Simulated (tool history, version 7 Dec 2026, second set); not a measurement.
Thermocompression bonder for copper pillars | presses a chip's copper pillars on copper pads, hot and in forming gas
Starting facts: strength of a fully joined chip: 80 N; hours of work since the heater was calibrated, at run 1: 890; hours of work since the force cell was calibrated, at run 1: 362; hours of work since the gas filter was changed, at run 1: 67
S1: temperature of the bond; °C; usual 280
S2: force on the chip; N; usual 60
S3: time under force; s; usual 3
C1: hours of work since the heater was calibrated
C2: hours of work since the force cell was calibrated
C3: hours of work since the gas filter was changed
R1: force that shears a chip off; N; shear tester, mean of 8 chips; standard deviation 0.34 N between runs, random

run	day	S1	S2	S3	C1	C2	C3	R1
1	0	280	60	3	890	362	67	53
2	0.371	280	60	3	897	369	74	53.2
3	0.958	280	60	3	907	379	84	53.8
4	1.646	280	60	3	919	391	96	53.4
5	2.204	280	60	3	929	401	106	53.8
6	2.596	280	60	3	935	408	113	53.1
7	2.988	280	60	3	942	415	120	53.9

What does the tool deliver on the next run?
8	3.638	280	60	3	954	426	131	?

Run 8 produced R1 53.7 N.
Had the tool carried no hidden state, the very same run would have given R1 53.9 N.

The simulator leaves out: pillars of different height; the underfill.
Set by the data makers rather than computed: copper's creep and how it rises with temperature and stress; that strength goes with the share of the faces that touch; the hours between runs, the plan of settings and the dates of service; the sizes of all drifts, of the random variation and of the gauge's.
